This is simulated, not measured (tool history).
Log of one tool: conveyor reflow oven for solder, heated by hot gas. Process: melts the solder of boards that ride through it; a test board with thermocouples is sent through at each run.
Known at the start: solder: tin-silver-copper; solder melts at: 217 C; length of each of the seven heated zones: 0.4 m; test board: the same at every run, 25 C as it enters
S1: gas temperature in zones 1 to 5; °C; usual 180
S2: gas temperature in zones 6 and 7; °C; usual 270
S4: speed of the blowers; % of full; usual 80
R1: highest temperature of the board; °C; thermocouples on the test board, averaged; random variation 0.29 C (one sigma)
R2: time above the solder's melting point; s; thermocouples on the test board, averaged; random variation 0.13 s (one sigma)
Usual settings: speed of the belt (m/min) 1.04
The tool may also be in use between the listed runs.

{"run": 1, "hour": 0.0, "S1": 180, "S2": 270, "speed of the belt (m/min)": 1.04, "S4": 80, "R1": 259.8, "R2": 39.4}
{"run": 2, "hour": 15.8, "S1": 180, "S2": 270, "speed of the belt (m/min)": 0.91, "S4": 80, "R1": 263.3, "R2": 46.4}
{"run": 3, "hour": 35.9, "S1": 180, "S2": 264, "speed of the belt (m/min)": 0.91, "S4": 80, "R1": 257.6, "R2": 44.8}
{"run": 4, "hour": 48.9, "S1": 180, "S2": 264, "speed of the belt (m/min)": 0.91, "S4": 80, "R1": 257.3, "R2": 44.7}
{"run": 5, "hour": 63.4, "S1": 180, "S2": 270, "speed of the belt (m/min)": 1.08, "S4": 80, "R1": 258.5, "R2": 37.4}
{"run": 6, "hour": 78.2, "S1": 182, "S2": 270, "speed of the belt (m/min)": 1.04, "S4": 80, "R1": 260.2, "R2": 39.9}
{"run": 7, "hour": 90.3, "S1": 182, "S2": 270, "speed of the belt (m/min)": 1.04, "S4": 80, "R1": 260.5, "R2": 39.6}
{"run": 8, "hour": 109.1, "S1": 182, "S2": 270, "speed of the belt (m/min)": 1.04, "S4": 85, "R1": 261, "R2": 40.1}
{"run": 9, "hour": 125.6, "S1": 166, "S2": 271, "speed of the belt (m/min)": 1.04, "S4": 80, "R1": 258.9, "R2": 36.1}
{"run": 10, "hour": 145.4, "S1": 190, "S2": 261, "speed of the belt (m/min)": 1.04, "S4": 60, "R1": 247.9, "R2": 36.9}
{"run": 11, "hour": 154.1, "S1": 190, "S2": 261, "speed of the belt (m/min)": 1.04, "S4": 60, "R1": 248.6, "R2": 37.1}
{"run": 12, "hour": 163.3, "S1": 190, "S2": 261, "speed of the belt (m/min)": 1.04, "S4": 60, "R1": 248.8, "R2": 37}
{"run": 13, "hour": 175.1, "S1": 180, "S2": 270, "speed of the belt (m/min)": 1.07, "S4": 80, "R1": 258.8, "R2": 38}
{"run": 14, "hour": 196.1, "S1": 180, "S2": 272, "speed of the belt (m/min)": 1.02, "S4": 80, "R1": 261.7, "R2": 40.8}

4 ways to go on from here, each from the tool as it stands after run 14. What would each give?
{"run": "A", "hour": 205.1, "S1": 180, "S2": 272, "speed of the belt (m/min)": 0.95, "S4": 80, "R1": "?", "R2": "?"}
{"run": "B", "hour": 205.1, "S1": 166, "S2": 270, "speed of the belt (m/min)": 1.21, "S4": 67, "R1": "?", "R2": "?"}
{"run": "C", "hour": 205.1, "S1": 172, "S2": 261, "speed of the belt (m/min)": 1.04, "S4": 71, "R1": "?", "R2": "?"}
{"run": "D", "hour": 205.1, "S1": 180, "S2": 281, "speed of the belt (m/min)": 1.24, "S4": 80, "R1": "?", "R2": "?"}

run=A R1=263.9 R2=44.7
run=B R1=248.9 R2=25.9
run=C R1=248.7 R2=32.7
run=D R1=263.8 R2=33.4
Without the tool's hidden state the same runs would have given:
run=A R1=263 R2=44.4
run=B R1=248.5 R2=25.8
run=C R1=248 R2=32.5
run=D R1=263.4 R2=33.3
